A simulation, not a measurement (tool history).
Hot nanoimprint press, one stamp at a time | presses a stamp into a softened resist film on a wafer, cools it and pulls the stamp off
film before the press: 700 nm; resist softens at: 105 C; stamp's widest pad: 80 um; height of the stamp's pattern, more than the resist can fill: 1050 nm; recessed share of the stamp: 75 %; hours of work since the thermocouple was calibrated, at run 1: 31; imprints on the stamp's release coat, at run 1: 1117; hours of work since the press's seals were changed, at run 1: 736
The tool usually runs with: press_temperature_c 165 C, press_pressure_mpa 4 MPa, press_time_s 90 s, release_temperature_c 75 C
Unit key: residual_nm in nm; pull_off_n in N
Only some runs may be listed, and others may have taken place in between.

| run | hour | press_temperature_c | press_pressure_mpa | press_time_s | release_temperature_c | hours of work since the thermocouple was calibrated | imprints on the stamp's release coat | hours of work since the press's seals were changed | residual_nm | pull_off_n |
|---|---|---|---|---|---|---|---|---|---|---|
| 1 | 0 | 165 | 4 | 90 | 75 | 31 | 1117 | 736 | 404.9 | 173 |
| 2 | 21.8 | 165 | 4 | 151 | 75 | 47 | 1213 | 751 | 341.1 | 168 |
| 3 | 52.7 | 165 | 4 | 49 | 75 | 69 | 1349 | 774 | 466.9 | 174 |
| 4 | 91.3 | 165 | 4 | 90 | 75 | 97 | 1519 | 802 | 398 | 178 |
| 5 | 131.7 | 165 | 4 | 90 | 72 | 126 | 1696 | 831 | 393.8 | 190 |
|  | 149.3 | stamp cleaned and given a new release coat |
| 6 | 172.4 | 165 | 4 | 90 | 72 | 152 | 101 | 856 | 392.7 | 136 |
| 7 | 208.9 | 165 | 4 | 90 | 82 | 178 | 262 | 883 | 384.5 | 114 |
| 8 | 253.5 | 165 | 4 | 90 | 82 | 211 | 458 | 915 | 386.9 | 121 |
|  | 292.6 | press's hydraulic seals changed and the load cell set to zero |
| 9 | 300.6 | 165 | 4 | 90 | 82 | 239 | 630 | 6 | 375.5 | 125 |
| 10 | 345.7 | 165 | 4.87 | 90 | 66 | 272 | 829 | 39 | 339.1 | 179 |

Estimate the outcome of run 11 from the log above:
|  | 350.9 | plate thermocouple calibrated |
| 11 | 368.9 | 169 | 6.06 | 90 | 75 | 13 | 918 | 53 | ? | ? |

residual_nm: 236.2 nm
pull_off_n: 160 N
Take away the tool's hidden state, keep the run-to-run variation as it was, and the same run would have given residual_nm 255.2 nm, pull_off_n 131 N.

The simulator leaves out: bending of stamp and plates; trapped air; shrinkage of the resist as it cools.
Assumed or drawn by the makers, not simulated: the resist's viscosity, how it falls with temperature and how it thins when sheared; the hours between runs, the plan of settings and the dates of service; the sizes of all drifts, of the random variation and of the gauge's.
